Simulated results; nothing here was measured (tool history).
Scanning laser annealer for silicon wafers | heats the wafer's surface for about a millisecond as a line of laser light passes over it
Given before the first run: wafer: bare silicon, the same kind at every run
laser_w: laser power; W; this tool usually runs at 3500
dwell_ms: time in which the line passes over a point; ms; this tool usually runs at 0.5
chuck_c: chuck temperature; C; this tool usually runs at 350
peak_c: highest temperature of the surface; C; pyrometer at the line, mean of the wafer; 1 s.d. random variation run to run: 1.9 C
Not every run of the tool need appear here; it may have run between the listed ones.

Run 1, hour 0: usual settings. Result: peak_c 1187 C.
Run 2, hour 41.7: usual settings. Result: peak_c 1190 C.
Run 3, hour 94.4: usual settings but chuck_c 381 C. Result: peak_c 1217 C.
Run 4, hour 132.5: usual settings but chuck_c 381 C. Result: peak_c 1219 C.
At hour 147.6: window over the wafer cleaned.
Run 5, hour 179.6: usual settings but chuck_c 381 C. Result: peak_c 1221 C.
Run 6, hour 249.2: usual settings. Result: peak_c 1194 C.
Run 7, hour 286.2: usual settings. Result: peak_c 1190 C.
Run 8, hour 334.5: usual settings. Result: peak_c 1190 C.
Run 9, hour 389.1: usual settings. Result: peak_c 1189 C.
Run 10, hour 441.7: usual settings. Result: peak_c 1191 C.
Run 11, hour 515.9: usual settings but laser_w 3255 W, dwell_ms 0.444 ms. Result: peak_c 1087 C.
Run 12, hour 565: usual settings but laser_w 3520 W. Result: peak_c 1198 C.
Run 13, hour 641: usual settings but laser_w 3833 W, dwell_ms 0.385 ms, chuck_c 361 C. Result: peak_c 1176 C.
Run 14, hour 715.4: usual settings but laser_w 2983 W, dwell_ms 0.366 ms, chuck_c 357 C. Result: peak_c 970 C.
Run 15, hour 763.1: usual settings but laser_w 3462 W, dwell_ms 0.44 ms. Result: peak_c 1127 C.
Run 16, hour 801.7: usual settings but laser_w 3462 W, dwell_ms 0.44 ms. Result: peak_c 1130 C.
At hour 810.2: window over the wafer cleaned.
Run 17, hour 877.5: usual settings but laser_w 3797 W, dwell_ms 0.44 ms, chuck_c 354 C. Result: peak_c 1211 C.

Alternative continuations, all from the tool just after run 17; predict every row:
Run A, hour 925.8: usual settings but laser_w 3797 W, dwell_ms 0.528 ms, chuck_c 354 C. Result: peak_c ?.
Run B, hour 925.8: usual settings but laser_w 3515 W, dwell_ms 0.44 ms, chuck_c 354 C. Result: peak_c ?.
Run C, hour 925.8: usual settings but laser_w 3376 W, dwell_ms 0.365 ms, chuck_c 364 C. Result: peak_c ?.
Run D, hour 925.8: usual settings but laser_w 3479 W, dwell_ms 0.44 ms, chuck_c 354 C. Result: peak_c ?.
Run E, hour 925.8: usual settings but laser_w 3359 W, dwell_ms 0.402 ms, chuck_c 324 C. Result: peak_c ?.

run  peak_c
  A    1294
  B    1148
  C    1063
  D    1139
  E    1051
Take away the tool's hidden state, keep each run's random variation, and the runs would have read:
run  peak_c
  A    1294
  B    1148
  C    1062
  D    1139
  E    1050
